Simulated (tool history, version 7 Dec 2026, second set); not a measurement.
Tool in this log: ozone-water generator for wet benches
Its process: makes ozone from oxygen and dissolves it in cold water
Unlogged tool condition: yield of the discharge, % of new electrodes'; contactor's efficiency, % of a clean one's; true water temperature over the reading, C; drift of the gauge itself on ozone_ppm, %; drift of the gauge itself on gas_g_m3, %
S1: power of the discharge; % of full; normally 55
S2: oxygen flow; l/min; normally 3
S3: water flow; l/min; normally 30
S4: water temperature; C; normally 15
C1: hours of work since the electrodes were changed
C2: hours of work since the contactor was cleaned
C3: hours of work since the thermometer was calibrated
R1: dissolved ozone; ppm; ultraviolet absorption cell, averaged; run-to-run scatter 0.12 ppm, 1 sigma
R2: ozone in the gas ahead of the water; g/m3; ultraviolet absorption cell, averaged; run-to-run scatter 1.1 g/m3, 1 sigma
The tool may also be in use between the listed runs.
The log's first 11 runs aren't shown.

run,hour,S1,S2,S3,S4,C1,C2,C3,R1,R2
12,539.3,55,3,30,15,932,4297,1046,11.4,202.6
13,597.1,68,3,30,15,968,4334,1082,13,239.3
14,651.1,68,3,30,15,1002,4368,1116,13.1,237.4
15,685,68,3,30,15,1024,4389,1137,13.1,238.9
16,725.1,68,3,30,15,1049,4414,1163,13.2,236.5
17,782.6,68,3,30,15,1085,4451,1199,12.9,235.3
18,826.9,68,3,30,15,1113,4478,1227,13,236.2
19,881,68,3,30,15,1147,4513,1261,13.1,235.8
20,942.3,60,2.26,30,8,1186,4551,1300,11.4,247.4
21,996.9,60,2.26,30,8,1220,4586,1334,11.5,249.1
22,1046.5,90,2.14,39,9,1251,4617,1365,10.9,345.6
23,1107.4,45,2.14,32,9,1290,4655,1403,8.4,208.6
24,1162.2,83,3,28,14,1324,4690,1438,16.1,270.2
25,1215.6,83,1.55,28,14,1358,4723,1472,13.4,382
# hour 1257.8: gauge calibrated
26,1278.5,83,1.55,28,14,1398,4763,1511,13.8,394
27,1338.6,83,1.55,28,14,1435,4801,1549,13.4,390.9

Run 28 comes next. What will it give?
28,1378.9,90,3,30,10,1461,4826,1574,?,?

Logged for run 28: R1 16.7 ppm, R2 297.2 g/m3.
On a tool with no hidden condition, and with the same random variation, this run would have come out at R1 16.7 ppm, R2 298.1 g/m3.

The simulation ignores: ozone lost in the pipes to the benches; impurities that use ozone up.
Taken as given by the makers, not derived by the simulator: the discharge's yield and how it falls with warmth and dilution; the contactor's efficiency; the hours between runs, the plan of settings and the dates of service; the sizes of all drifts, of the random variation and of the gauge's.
